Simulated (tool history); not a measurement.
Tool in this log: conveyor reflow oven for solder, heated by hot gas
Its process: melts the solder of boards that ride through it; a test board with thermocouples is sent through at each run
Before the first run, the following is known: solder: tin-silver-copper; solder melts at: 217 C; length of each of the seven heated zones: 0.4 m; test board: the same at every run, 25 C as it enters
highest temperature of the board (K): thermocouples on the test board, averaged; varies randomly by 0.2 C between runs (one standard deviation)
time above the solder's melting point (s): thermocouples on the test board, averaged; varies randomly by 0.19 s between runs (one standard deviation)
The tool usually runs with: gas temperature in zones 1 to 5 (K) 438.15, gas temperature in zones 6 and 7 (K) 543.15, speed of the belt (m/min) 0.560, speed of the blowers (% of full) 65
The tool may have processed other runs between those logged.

| run | hour | gas temperature in zones 1 to 5 (K) | gas temperature in zones 6 and 7 (K) | speed of the belt (m/min) | speed of the blowers (% of full) | highest temperature of the board (K) | time above the solder's melting point (s) |
|---|---|---|---|---|---|---|---|
| 1 | 0.0 | 438.15 | 543.15 | 0.560 | 65 | 528.45 | 63.7 |
|  | 7.3 | thermocouples of zones 6 and 7 changed |
| 2 | 43.2 | 438.15 | 543.15 | 0.560 | 65 | 525.55 | 61.1 |
|  | 122.1 | flux residue cleaned out of gas plates and filters |
| 3 | 142.6 | 438.15 | 543.15 | 0.560 | 65 | 526.35 | 61.9 |
| 4 | 205.5 | 438.15 | 543.15 | 0.560 | 65 | 526.55 | 62.1 |
|  | 285.7 | belt drive overhauled, speed set with a stopwatch |
| 5 | 298.4 | 438.15 | 543.15 | 0.560 | 65 | 525.15 | 60.7 |
|  | 354.6 | flux residue cleaned out of gas plates and filters |
| 6 | 355.6 | 438.15 | 543.15 | 0.560 | 65 | 526.45 | 61.6 |
| 7 | 444.1 | 438.15 | 543.15 | 0.560 | 65 | 526.45 | 61.2 |
| 8 | 501.9 | 453.15 | 543.15 | 0.560 | 65 | 528.35 | 69.0 |
|  | 579.2 | flux residue cleaned out of gas plates and filters |
| 9 | 601.5 | 453.15 | 543.15 | 0.560 | 65 | 529.85 | 69.8 |
| 10 | 654.1 | 438.15 | 543.15 | 0.560 | 60 | 525.55 | 60.8 |
| 11 | 709.8 | 438.15 | 545.15 | 0.560 | 67 | 529.05 | 63.9 |
| 12 | 756.2 | 425.15 | 539.15 | 0.574 | 65 | 519.65 | 50.3 |
|  | 806.2 | flux residue cleaned out of gas plates and filters |
| 13 | 832.8 | 444.15 | 543.15 | 0.560 | 54 | 526.45 | 63.0 |
| 14 | 907.9 | 424.15 | 543.15 | 0.560 | 65 | 525.25 | 56.3 |
| 15 | 946.9 | 424.15 | 543.15 | 0.560 | 65 | 524.85 | 56.0 |
| 16 | 1009.7 | 425.15 | 543.15 | 0.560 | 55 | 522.15 | 52.5 |
|  | 1036.0 | flux residue cleaned out of gas plates and filters |
| 17 | 1064.5 | 438.15 | 543.15 | 0.579 | 55 | 524.45 | 57.4 |
|  | 1140.2 | thermocouples of zones 6 and 7 changed |
| 18 | 1140.2 | 438.15 | 543.15 | 0.579 | 55 | 521.75 | 55.2 |
| 19 | 1182.6 | 438.15 | 543.15 | 0.579 | 55 | 522.05 | 54.7 |
| 20 | 1228.9 | 440.15 | 557.15 | 0.647 | 87 | 537.65 | 60.2 |

Consider 5 possible next runs. They are alternatives, not a sequence: every one starts from the tool as it was left by run 20. What does each give?
|  | 1269.9 | flux residue cleaned out of gas plates and filters |
| A | 1273.5 | 440.15 | 541.15 | 0.656 | 79 | ? | ? |
|  | 1269.9 | flux residue cleaned out of gas plates and filters |
| B | 1273.5 | 439.15 | 558.15 | 0.463 | 65 | ? | ? |
|  | 1269.9 | flux residue cleaned out of gas plates and filters |
| C | 1273.5 | 440.15 | 557.15 | 0.500 | 56 | ? | ? |
|  | 1269.9 | flux residue cleaned out of gas plates and filters |
| D | 1273.5 | 428.15 | 543.15 | 0.557 | 87 | ? | ? |
|  | 1269.9 | flux residue cleaned out of gas plates and filters |
| E | 1273.5 | 438.15 | 543.15 | 0.560 | 65 | ? | ? |

| run | highest temperature of the board (K) | time above the solder's melting point (s) |
|---|---|---|
| A | 523.05 | 50.7 |
| B | 546.35 | 91.7 |
| C | 541.25 | 81.8 |
| D | 529.75 | 63.3 |
| E | 526.45 | 62.5 |
Had the tool no hidden state, the same runs would have come out as:
| run | highest temperature of the board (K) | time above the solder's melting point (s) |
|---|---|---|
| A | 522.15 | 49.5 |
| B | 545.45 | 90.2 |
| C | 540.35 | 80.3 |
| D | 528.85 | 62.0 |
| E | 525.65 | 61.2 |
